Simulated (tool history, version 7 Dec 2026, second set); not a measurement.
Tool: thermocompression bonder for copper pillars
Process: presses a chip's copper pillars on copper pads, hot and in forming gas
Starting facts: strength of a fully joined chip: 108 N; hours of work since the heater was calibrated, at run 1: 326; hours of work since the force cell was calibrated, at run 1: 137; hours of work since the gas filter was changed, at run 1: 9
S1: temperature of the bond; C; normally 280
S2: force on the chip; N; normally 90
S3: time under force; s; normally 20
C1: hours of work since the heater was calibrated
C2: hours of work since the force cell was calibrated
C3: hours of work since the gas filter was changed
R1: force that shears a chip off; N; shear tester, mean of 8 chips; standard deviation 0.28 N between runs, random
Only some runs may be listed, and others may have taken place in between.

| run | day | S1 | S2 | S3 | C1 | C2 | C3 | R1 |
|---|---|---|---|---|---|---|---|---|
| 1 | 0.000 | 280 | 90 | 20 | 326 | 137 | 9 | 67.1 |
| 2 | 1.588 | 280 | 90 | 20 | 347 | 157 | 29 | 67.3 |
| 3 | 2.475 | 280 | 90 | 20 | 358 | 169 | 41 | 66.7 |
| 4 | 4.246 | 280 | 90 | 20 | 381 | 192 | 64 | 66.2 |
| 5 | 5.921 | 280 | 90 | 20 | 403 | 213 | 85 | 66.1 |
| 6 | 6.979 | 280 | 90 | 20 | 416 | 227 | 99 | 65.8 |
| 7 | 8.096 | 280 | 71 | 20 | 431 | 241 | 113 | 58.1 |
| 8 | 9.421 | 256 | 124 | 25 | 448 | 259 | 130 | 68.3 |
| 9 | 10.454 | 286 | 90 | 27 | 461 | 272 | 144 | 74.2 |
| 10 | 11.492 | 286 | 94 | 32 | 475 | 285 | 157 | 78.0 |
| 11 | 12.875 | 302 | 78 | 57 | 493 | 303 | 175 | 87.6 |
| 12 | 14.246 | 268 | 71 | 57 | 510 | 321 | 193 | 70.0 |
| 13 | 15.112 | 280 | 76 | 20 | 522 | 332 | 204 | 59.3 |

Consider 5 possible next runs. They are alternatives, not a sequence: every one starts from the tool as it was left by run 13. What does each give?
| A | 16.854 | 287 | 61 | 20 | 544 | 355 | 227 | ? |
| B | 16.854 | 280 | 70 | 20 | 544 | 355 | 227 | ? |
| C | 16.854 | 303 | 76 | 36 | 544 | 355 | 227 | ? |
| D | 16.854 | 280 | 64 | 18 | 544 | 355 | 227 | ? |
| E | 16.854 | 280 | 76 | 12 | 544 | 355 | 227 | ? |

| run | R1 |
|---|---|
| A | 55.1 |
| B | 56.4 |
| C | 79.2 |
| D | 51.2 |
| E | 50.0 |
What these runs would have given with no unlogged condition in the tool:
| run | R1 |
|---|---|
| A | 53.5 |
| B | 54.8 |
| C | 80.6 |
| D | 49.4 |
| E | 48.2 |
